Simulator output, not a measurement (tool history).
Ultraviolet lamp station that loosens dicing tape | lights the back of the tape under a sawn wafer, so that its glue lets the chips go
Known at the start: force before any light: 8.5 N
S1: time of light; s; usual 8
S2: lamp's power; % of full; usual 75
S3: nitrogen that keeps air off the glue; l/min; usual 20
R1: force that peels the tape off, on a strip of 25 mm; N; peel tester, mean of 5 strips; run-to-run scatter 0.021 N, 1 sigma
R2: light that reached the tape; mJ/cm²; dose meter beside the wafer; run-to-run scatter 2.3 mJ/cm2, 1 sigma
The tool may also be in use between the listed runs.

run,hour,S1,S2,S3,R1,R2
1,0.0,8,75,20,1.335,213
2,17.1,8,75,20,1.344,207
3,34.6,8,75,20,1.342,210
4,48.8,8,75,20,1.309,208
5,66.3,8,75,20,1.351,209
6,78.8,8,75,20,1.381,207
7,88.9,8,75,20,1.430,207
8,105.9,8,75,20,1.349,203
9,123.0,8,75,20,1.415,206
10,136.4,8,75,20,1.369,202
11,149.2,8,75,20,1.425,203
12,165.8,8,98,20,0.836,263
13,175.1,8,98,20,0.835,259
14,188.3,8,98,20,0.867,264
15,199.2,8,64,20,1.905,170
16,212.5,8,75,20,1.420,198
17,230.3,8,75,20,1.501,199
18,241.2,8,98,20,0.866,255
19,254.5,8,98,20,0.856,259
# hour 256.4: window cleaned of glue's vapour
20,271.9,13,75,20,0.569,315
21,284.8,13,75,20,0.590,313
# hour 286.2: window cleaned of glue's vapour, once more
22,298.5,8,75,10,2.058,214

Forecast run 23:
23,309.3,8,75,10,?,?

{"run 23": {"R1": 1.943, "R2": 212}}
The same run, on a tool lacking any hidden state, would have yielded R1 1.582 N, R2 243 mJ/cm².

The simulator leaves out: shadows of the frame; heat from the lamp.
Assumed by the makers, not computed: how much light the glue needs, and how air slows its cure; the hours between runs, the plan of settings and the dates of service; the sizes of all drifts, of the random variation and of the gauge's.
